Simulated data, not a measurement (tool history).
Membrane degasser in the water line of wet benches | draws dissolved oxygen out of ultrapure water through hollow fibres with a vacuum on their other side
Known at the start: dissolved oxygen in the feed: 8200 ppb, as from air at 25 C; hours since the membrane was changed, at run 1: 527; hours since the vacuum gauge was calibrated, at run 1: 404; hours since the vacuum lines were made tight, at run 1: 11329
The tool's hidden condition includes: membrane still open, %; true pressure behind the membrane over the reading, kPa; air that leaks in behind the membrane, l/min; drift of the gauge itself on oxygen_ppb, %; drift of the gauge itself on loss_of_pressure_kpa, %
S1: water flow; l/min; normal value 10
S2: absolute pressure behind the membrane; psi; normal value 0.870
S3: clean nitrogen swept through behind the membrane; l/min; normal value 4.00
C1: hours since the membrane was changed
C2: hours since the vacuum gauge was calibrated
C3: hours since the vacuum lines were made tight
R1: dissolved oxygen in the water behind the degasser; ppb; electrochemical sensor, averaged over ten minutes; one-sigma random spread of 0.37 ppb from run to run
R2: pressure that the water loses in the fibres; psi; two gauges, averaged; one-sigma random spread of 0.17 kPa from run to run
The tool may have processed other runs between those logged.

run,hour,S1,S2,S3,C1,C2,C3,R1,R2
1,0.0,10,0.870,4.00,527,404,11329,22.1,4.168
2,38.0,10,0.870,4.00,565,442,11367,22.5,4.167
3,95.7,10,0.870,4.00,622,499,11425,22.5,4.226
4,143.2,10,0.870,4.00,670,547,11472,22.5,4.135
5,198.6,10,0.870,4.00,725,602,11528,22.5,4.183
6,244.3,10,0.870,4.00,771,648,11573,22.2,4.231
7,280.9,10,0.870,4.00,807,684,11610,22.4,4.161
8,318.9,10,0.870,4.00,845,722,11648,21.3,4.176
9,371.9,10,0.870,4.00,898,775,11701,22.4,4.163
10,408.4,12,0.555,4.00,935,812,11737,16.5,5.002
11,446.9,12,0.555,4.00,973,850,11776,15.8,4.986
12,480.9,14,1.484,5.40,1007,884,11810,66.9,5.858
13,531.0,12,1.484,5.90,1058,935,11860,47.5,5.034
14,598.3,12,1.484,5.90,1125,1002,11927,46.7,5.010
15,628.8,8,1.887,4.05,1155,1032,11958,49.6,3.408
16,688.7,10,0.902,4.00,1215,1092,12018,24.2,4.184
17,727.7,10,0.902,1.71,1254,1131,12057,47.7,4.205

Below are 4 alternative next runs, each starting from the tool's condition after run 17. Predict each:
A,773.6,10,0.988,4.00,1300,1177,12102,?,?
B,773.6,9,0.654,11.88,1300,1177,12102,?,?
C,773.6,10,1.286,2.84,1300,1177,12102,?,?
D,773.6,10,0.953,10.40,1300,1177,12102,?,?

run,R1,R2
A,27.3,4.173
B,5.5,3.796
C,53.2,4.163
D,13.0,4.165
With the hidden condition removed and each run's random variation left untouched, the same runs would have given:
run,R1,R2
A,27.3,4.173
B,5.5,3.796
C,53.2,4.161
D,13.0,4.165
